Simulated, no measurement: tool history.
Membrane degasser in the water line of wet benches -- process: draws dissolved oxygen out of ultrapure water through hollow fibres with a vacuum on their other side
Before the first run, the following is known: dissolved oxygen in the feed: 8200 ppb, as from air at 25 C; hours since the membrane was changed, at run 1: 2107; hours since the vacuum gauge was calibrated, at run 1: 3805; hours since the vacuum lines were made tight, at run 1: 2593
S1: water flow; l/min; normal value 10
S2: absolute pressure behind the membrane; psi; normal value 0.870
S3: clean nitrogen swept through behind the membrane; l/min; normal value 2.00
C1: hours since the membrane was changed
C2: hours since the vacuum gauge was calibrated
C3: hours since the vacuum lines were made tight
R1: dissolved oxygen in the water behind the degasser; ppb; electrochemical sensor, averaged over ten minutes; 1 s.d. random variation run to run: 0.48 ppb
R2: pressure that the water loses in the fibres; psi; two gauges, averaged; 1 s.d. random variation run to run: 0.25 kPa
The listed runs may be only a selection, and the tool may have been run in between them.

run 1 day=0.000 | S1=10 S2=0.870 S3=2.00 | C1=2107 C2=3805 C3=2593 | R1=38.8 R2=9.555
run 2 day=4.683 | S1=10 S2=0.870 S3=2.00 | C1=2219 C2=3918 C3=2705 | R1=39.2 R2=9.529
run 3 day=10.821 | S1=10 S2=0.870 S3=2.00 | C1=2367 C2=4065 C3=2852 | R1=39.1 R2=9.535
run 4 day=17.542 | S1=10 S2=0.870 S3=2.00 | C1=2528 C2=4226 C3=3014 | R1=39.3 R2=9.455
run 5 day=24.171 | S1=10 S2=0.870 S3=1.50 | C1=2687 C2=4385 C3=3173 | R1=50.4 R2=9.464
run 6 day=28.729 | S1=10 S2=0.870 S3=3.09 | C1=2797 C2=4495 C3=3282 | R1=27.2 R2=9.588
run 7 day=35.442 | S1=10 S2=0.870 S3=3.09 | C1=2958 C2=4656 C3=3443 | R1=27.0 R2=9.613
run 8 day=42.567 | S1=10 S2=0.870 S3=2.00 | C1=3129 C2=4827 C3=3614 | R1=40.6 R2=9.542
run 9 day=47.412 | S1=15 S2=0.870 S3=2.00 | C1=3245 C2=4943 C3=3731 | R1=61.3 R2=14.283
run 10 day=54.938 | S1=13 S2=0.764 S3=2.00 | C1=3426 C2=5124 C3=3911 | R1=41.4 R2=12.414
run 11 day=60.608 | S1=13 S2=0.764 S3=2.00 | C1=3562 C2=5260 C3=4047 | R1=41.2 R2=12.391
run 12 day=65.762 | S1=13 S2=0.764 S3=2.00 | C1=3685 C2=5383 C3=4171 | R1=42.1 R2=12.379
run 13 day=69.546 | S1=13 S2=0.764 S3=2.00 | C1=3776 C2=5474 C3=4262 | R1=41.2 R2=12.428
run 14 day=76.238 | S1=8 S2=1.798 S3=3.80 | C1=3937 C2=5635 C3=4422 | R1=53.4 R2=7.638
run 15 day=80.983 | S1=8 S2=1.798 S3=3.80 | C1=4051 C2=5749 C3=4536 | R1=53.4 R2=7.636
run 16 day=87.800 | S1=6 S2=0.870 S3=0.87 | C1=4214 C2=5912 C3=4700 | R1=53.5 R2=5.751
run 17 day=94.621 | S1=8 S2=1.630 S3=0.87 | C1=4378 C2=6076 C3=4864 | R1=186.0 R2=7.658

4 options for the next run, each taken on its own from the tool as it stands now. Forecast them:
run A day=98.692 | S1=8 S2=1.302 S3=1.62 | C1=4476 C2=6174 C3=4961 | R1=? R2=?
run B day=98.692 | S1=10 S2=1.513 S3=2.00 | C1=4476 C2=6174 C3=4961 | R1=? R2=?
run C day=98.692 | S1=10 S2=0.870 S3=2.98 | C1=4476 C2=6174 C3=4961 | R1=? R2=?
run D day=98.692 | S1=10 S2=0.870 S3=4.13 | C1=4476 C2=6174 C3=4961 | R1=? R2=?

run=A R1=77.6 R2=7.652
run=B R1=94.5 R2=9.645
run=C R1=28.1 R2=9.580
run=D R1=22.3 R2=9.590
The same runs, with their run-to-run variation unchanged, on a tool lacking any hidden condition would have given:
run=A R1=72.2 R2=7.507
run=B R1=89.1 R2=9.462
run=C R1=25.4 R2=9.398
run=D R1=20.2 R2=9.409

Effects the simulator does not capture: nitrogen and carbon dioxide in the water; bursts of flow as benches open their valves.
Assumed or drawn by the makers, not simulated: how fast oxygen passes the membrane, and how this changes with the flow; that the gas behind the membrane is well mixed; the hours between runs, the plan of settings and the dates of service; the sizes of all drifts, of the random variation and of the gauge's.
